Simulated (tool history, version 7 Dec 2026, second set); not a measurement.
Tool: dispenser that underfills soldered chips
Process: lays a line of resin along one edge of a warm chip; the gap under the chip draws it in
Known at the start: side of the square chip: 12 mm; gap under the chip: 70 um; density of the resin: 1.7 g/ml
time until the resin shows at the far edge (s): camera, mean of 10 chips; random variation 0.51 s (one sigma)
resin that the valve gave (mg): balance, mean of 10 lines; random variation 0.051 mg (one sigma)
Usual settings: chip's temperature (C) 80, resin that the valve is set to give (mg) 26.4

run  hour  chip's temperature (C)  resin that the valve is set to give (mg)  time until the resin shows at the far edge (s)  resin that the valve gave (mg)
  1   0.0                      80                                      26.4                                            57.6                           26.31
      0.8  -- new syringe of resin
  2   5.9                      80                                      26.4                                            49.2                           26.30
     10.1  -- new syringe of resin
  3  11.1                      80                                      26.4                                            44.1                           26.10
  4  14.6                      80                                      26.4                                            50.0                           26.19
     19.3  -- new syringe of resin
  5  19.8                      80                                      26.4                                            42.9                           26.17
  6  22.7                      80                                      26.4                                            46.6                           26.03
  7  26.4                      80                                      26.4                                            54.9                           26.00
     28.4  -- new syringe of resin
  8  30.2                      80                                      26.4                                            45.2                           25.94
  9  34.4                      80                                      26.4                                            52.0                           25.98
     37.4  -- new syringe of resin
 10  37.5                      80                                      26.4                                            42.0                           25.93
 11  43.2                      80                                      26.4                                            52.0                           25.84
 12  45.7                      80                                      26.4                                            56.7                           25.90
     46.8  -- new syringe of resin
 13  52.0                      80                                      26.4                                            51.4                           25.83
 14  54.6                      86                                      26.4                                            47.7                           25.80
     56.0  -- new syringe of resin
 15  57.6                      72                                      26.4                                            55.9                           25.79
 16  63.2                      72                                      26.4                                            68.7                           25.67
     65.4  -- dispensing valve cleaned and set on the balance
     66.0  -- new syringe of resin
 17  67.0                      72                                      26.4                                            55.9                           26.48
 18  71.2                      72                                      26.4                                            65.3                           26.46
 19  73.8                      93                                      24.6                                            38.6                           24.58
     75.1  -- new syringe of resin
 20  78.5                      90                                      34.0                                            35.8                           33.98
     84.3  -- new syringe of resin
 21  84.7                      85                                      28.9                                            36.3                           28.80
 22  89.2                      88                                      29.9                                            38.6                           29.71
     93.4  -- new syringe of resin
 23  93.4                      88                                      29.9                                            32.8                           29.82
 24  96.7                      71                                      24.4                                            62.5                           24.25

Forecast run 25:
     102.6  -- new syringe of resin
 25  102.6                      73                                      24.4                                               ?                               ?

time until the resin shows at the far edge (s): 51.0
resin that the valve gave (mg): 24.23
Without the tool's hidden state the same run would have given time until the resin shows at the far edge (s) 51.7, resin that the valve gave (mg) 24.46.

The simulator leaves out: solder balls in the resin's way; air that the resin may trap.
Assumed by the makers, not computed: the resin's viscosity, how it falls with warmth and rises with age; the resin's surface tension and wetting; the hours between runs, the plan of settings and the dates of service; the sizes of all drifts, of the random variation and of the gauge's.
